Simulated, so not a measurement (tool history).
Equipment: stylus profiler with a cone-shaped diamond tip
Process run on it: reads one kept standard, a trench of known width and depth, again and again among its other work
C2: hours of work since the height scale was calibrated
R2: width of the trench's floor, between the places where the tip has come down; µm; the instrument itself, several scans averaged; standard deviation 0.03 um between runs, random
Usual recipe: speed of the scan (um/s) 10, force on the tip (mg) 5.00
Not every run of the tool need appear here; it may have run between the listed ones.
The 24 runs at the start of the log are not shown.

run 25 day=50.175 | speed_of_the_scan_(um/s)=9 force_on_the_tip_(mg)=7.66 | scans_with_this_tip=1036 C2=79 | depth_of_the_trench_(nm)=207.02 R2=97.95
run 26 day=52.229 | speed_of_the_scan_(um/s)=3 force_on_the_tip_(mg)=2.23 | scans_with_this_tip=1371 C2=105 | depth_of_the_trench_(nm)=203.16 R2=97.95
run 27 day=55.167 | speed_of_the_scan_(um/s)=3 force_on_the_tip_(mg)=2.23 | scans_with_this_tip=1852 C2=142 | depth_of_the_trench_(nm)=203.17 R2=97.85
run 28 day=56.371 | speed_of_the_scan_(um/s)=6 force_on_the_tip_(mg)=2.17 | scans_with_this_tip=2049 C2=157 | depth_of_the_trench_(nm)=203.02 R2=97.80
run 29 day=58.750 | speed_of_the_scan_(um/s)=16 force_on_the_tip_(mg)=5.44 | scans_with_this_tip=2439 C2=187 | depth_of_the_trench_(nm)=205.65 R2=97.84
run 30 day=60.383 | speed_of_the_scan_(um/s)=18 force_on_the_tip_(mg)=2.67 | scans_with_this_tip=2705 C2=207 | depth_of_the_trench_(nm)=203.45 R2=97.80
run 31 day=63.350 | speed_of_the_scan_(um/s)=18 force_on_the_tip_(mg)=2.67 | scans_with_this_tip=3191 C2=245 | depth_of_the_trench_(nm)=203.61 R2=97.70
run 32 day=66.083 | speed_of_the_scan_(um/s)=18 force_on_the_tip_(mg)=2.67 | scans_with_this_tip=3638 C2=279 | depth_of_the_trench_(nm)=203.34 R2=97.64
run 33 day=67.608 | speed_of_the_scan_(um/s)=5 force_on_the_tip_(mg)=8.30 | scans_with_this_tip=3887 C2=298 | depth_of_the_trench_(nm)=207.46 R2=97.76
run 34 day=69.779 | speed_of_the_scan_(um/s)=3 force_on_the_tip_(mg)=2.73 | scans_with_this_tip=4243 C2=325 | depth_of_the_trench_(nm)=203.37 R2=97.71
run 35 day=72.475 | speed_of_the_scan_(um/s)=3 force_on_the_tip_(mg)=2.73 | scans_with_this_tip=4684 C2=359 | depth_of_the_trench_(nm)=203.58 R2=97.63
run 36 day=74.862 | speed_of_the_scan_(um/s)=18 force_on_the_tip_(mg)=9.73 | scans_with_this_tip=5075 C2=389 | depth_of_the_trench_(nm)=208.45 R2=97.63

Below are 3 alternative next runs, each starting from the tool's condition after run 36. Predict each:
run A day=77.196 | speed_of_the_scan_(um/s)=6 force_on_the_tip_(mg)=2.76 | scans_with_this_tip=5456 C2=418 | depth_of_the_trench_(nm)=? R2=?
run B day=77.196 | speed_of_the_scan_(um/s)=15 force_on_the_tip_(mg)=7.77 | scans_with_this_tip=5456 C2=418 | depth_of_the_trench_(nm)=? R2=?
run C day=77.196 | speed_of_the_scan_(um/s)=4 force_on_the_tip_(mg)=5.81 | scans_with_this_tip=5456 C2=418 | depth_of_the_trench_(nm)=? R2=?

run=A depth_of_the_trench_(nm)=203.60 R2=97.57
run=B depth_of_the_trench_(nm)=207.31 R2=97.60
run=C depth_of_the_trench_(nm)=205.92 R2=97.66
The same runs, with their run-to-run variation unchanged, on a tool lacking any hidden condition would have given:
run=A depth_of_the_trench_(nm)=203.83 R2=98.00
run=B depth_of_the_trench_(nm)=207.53 R2=98.03
run=C depth_of_the_trench_(nm)=206.14 R2=98.09
